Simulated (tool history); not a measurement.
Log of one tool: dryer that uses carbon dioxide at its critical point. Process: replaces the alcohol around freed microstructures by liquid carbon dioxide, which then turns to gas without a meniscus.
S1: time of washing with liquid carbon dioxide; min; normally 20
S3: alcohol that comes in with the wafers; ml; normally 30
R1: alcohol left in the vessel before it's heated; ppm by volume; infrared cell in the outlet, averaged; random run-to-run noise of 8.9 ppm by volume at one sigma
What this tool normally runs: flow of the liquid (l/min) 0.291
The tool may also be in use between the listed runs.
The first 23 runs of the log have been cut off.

Run 24, hour 257.2: usual settings but S1 21 min. Result: R1 680 ppm by volume.
Run 25, hour 266.7: usual settings but S1 13 min. Result: R1 2796 ppm by volume.
Run 26, hour 281.2: usual settings but S3 37 ml. Result: R1 989 ppm by volume.
At hour 295.1: inlet filter changed.
Run 27, hour 297.9: usual settings but S1 15 min, flow of the liquid (l/min) 0.225, S3 35 ml. Result: R1 3409 ppm by volume.
Run 28, hour 312.8: usual settings but S1 15 min, flow of the liquid (l/min) 0.225, S3 35 ml. Result: R1 3428 ppm by volume.
Run 29, hour 322.2: usual settings but S1 28 min, flow of the liquid (l/min) 0.277, S3 39 ml. Result: R1 181 ppm by volume.
Run 30, hour 329.4: usual settings but S1 16 min, flow of the liquid (l/min) 0.327. Result: R1 758 ppm by volume.
Run 31, hour 340.3: usual settings but S1 26 min, flow of the liquid (l/min) 0.269. Result: R1 262 ppm by volume.
Run 32, hour 348.2: usual settings but S1 26 min, flow of the liquid (l/min) 0.269. Result: R1 255 ppm by volume.
Run 33, hour 360.0: usual settings but S1 26 min, flow of the liquid (l/min) 0.269. Result: R1 253 ppm by volume.
Run 34, hour 371.9: usual settings but S1 31 min, flow of the liquid (l/min) 0.269, S3 33 ml. Result: R1 118 ppm by volume.
Run 35, hour 383.1: usual settings but S1 24 min, flow of the liquid (l/min) 0.382, S3 70 ml. Result: R1 134 ppm by volume.
Run 36, hour 393.2: usual settings but S1 24 min, flow of the liquid (l/min) 0.382, S3 70 ml. Result: R1 123 ppm by volume.
Run 37, hour 404.7: usual settings but S1 24 min, flow of the liquid (l/min) 0.382, S3 70 ml. Result: R1 147 ppm by volume.
Run 38, hour 418.9: usual settings but S1 24 min, flow of the liquid (l/min) 0.382, S3 65 ml. Result: R1 138 ppm by volume.
Run 39, hour 434.6: usual settings but S1 24 min, flow of the liquid (l/min) 0.382, S3 65 ml. Result: R1 134 ppm by volume.
Run 40, hour 442.4: usual settings but S1 24 min, flow of the liquid (l/min) 0.382, S3 65 ml. Result: R1 137 ppm by volume.
Run 41, hour 455.5: usual settings but S1 24 min, flow of the liquid (l/min) 0.382, S3 65 ml. Result: R1 134 ppm by volume.
Run 42, hour 468.8: usual settings but S1 24 min, flow of the liquid (l/min) 0.382, S3 65 ml. Result: R1 135 ppm by volume.
Run 43, hour 478.5: usual settings but S1 24 min, S3 46 ml. Result: R1 441 ppm by volume.
Run 44, hour 491.9: usual settings but S1 21 min, flow of the liquid (l/min) 0.461, S3 25 ml. Result: R1 50 ppm by volume.
Run 45, hour 499.6: usual settings but S3 21 ml. Result: R1 457 ppm by volume.
Run 46, hour 507.4: usual settings but flow of the liquid (l/min) 0.426, S3 59 ml. Result: R1 199 ppm by volume.
Run 47, hour 518.8: usual settings but flow of the liquid (l/min) 0.426, S3 59 ml. Result: R1 191 ppm by volume.

3 ways to go on from here, each from the tool as it stands after run 47. What would each give?
Run A, hour 527.4: usual settings but S1 18 min, flow of the liquid (l/min) 0.215, S3 59 ml. Result: R1 ?.
Run B, hour 527.4: usual settings but S1 16 min, flow of the liquid (l/min) 0.180, S3 70 ml. Result: R1 ?.
Run C, hour 527.4: usual settings but S1 12 min, flow of the liquid (l/min) 0.426, S3 53 ml. Result: R1 ?.

run     R1
  A   4560
  B  10864
  C   1606
The same runs, with their run-to-run variation unchanged, on a tool lacking any hidden condition would have given:
run    R1
  A  3957
  B  9799
  C  1311
